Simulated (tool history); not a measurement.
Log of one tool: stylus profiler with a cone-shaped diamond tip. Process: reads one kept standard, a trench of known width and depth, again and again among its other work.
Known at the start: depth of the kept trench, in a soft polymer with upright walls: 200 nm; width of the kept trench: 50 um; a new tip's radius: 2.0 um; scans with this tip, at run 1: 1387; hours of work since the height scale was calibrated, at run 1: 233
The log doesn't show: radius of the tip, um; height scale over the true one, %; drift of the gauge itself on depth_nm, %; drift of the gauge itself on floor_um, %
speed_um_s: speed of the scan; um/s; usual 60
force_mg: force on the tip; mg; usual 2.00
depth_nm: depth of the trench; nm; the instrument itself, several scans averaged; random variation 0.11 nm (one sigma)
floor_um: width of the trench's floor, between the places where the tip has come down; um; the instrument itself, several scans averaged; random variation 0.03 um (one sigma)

| run | hour | speed_um_s | force_mg | scans with this tip | hours of work since the height scale was calibrated | depth_nm | floor_um |
|---|---|---|---|---|---|---|---|
| 1 | 0.0 | 60 | 2.00 | 1387 | 233 | 202.79 | 47.78 |
| 2 | 23.0 | 60 | 2.00 | 1486 | 250 | 202.85 | 47.73 |
| 3 | 46.4 | 38 | 2.00 | 1587 | 267 | 203.00 | 47.90 |
| 4 | 75.5 | 38 | 2.00 | 1712 | 288 | 203.20 | 47.89 |
| 5 | 104.4 | 38 | 2.00 | 1836 | 309 | 203.14 | 47.89 |
| 6 | 131.7 | 38 | 2.00 | 1953 | 328 | 203.21 | 47.86 |
| 7 | 164.8 | 60 | 2.00 | 2096 | 352 | 203.11 | 47.75 |
| 8 | 198.6 | 60 | 2.00 | 2241 | 377 | 203.11 | 47.74 |
| 9 | 227.3 | 17 | 2.00 | 2365 | 398 | 203.13 | 48.00 |
| 10 | 249.9 | 60 | 2.00 | 2462 | 414 | 203.13 | 47.73 |
| 11 | 273.6 | 60 | 2.00 | 2564 | 431 | 203.24 | 47.77 |
| 12 | 287.9 | 60 | 2.00 | 2626 | 441 | 203.12 | 47.69 |
| 13 | 312.2 | 60 | 2.00 | 2730 | 459 | 203.02 | 47.66 |
| 14 | 339.7 | 60 | 1.94 | 2848 | 479 | 203.13 | 47.64 |
| 15 | 355.2 | 60 | 1.94 | 2915 | 490 | 203.09 | 47.69 |
| 16 | 373.9 | 60 | 1.94 | 2995 | 504 | 203.40 | 47.65 |
| 17 | 407.7 | 60 | 1.94 | 3141 | 528 | 203.43 | 47.64 |
| 18 | 425.4 | 60 | 1.23 | 3217 | 541 | 202.59 | 47.54 |
| 19 | 458.1 | 60 | 1.23 | 3357 | 564 | 202.51 | 47.52 |
| 20 | 487.1 | 60 | 1.23 | 3482 | 585 | 202.55 | 47.57 |
| 21 | 503.1 | 60 | 1.23 | 3551 | 597 | 202.62 | 47.53 |

The next listed run, before its measurement:
| 22 | 521.2 | 27 | 2.00 | 3629 | 610 | ? | ? |

{"run 22": {"depth_nm": 203.3, "floor_um": 47.9}}
Without the tool's hidden state the same run would have given depth_nm 202.72 nm, floor_um 48.06 um.
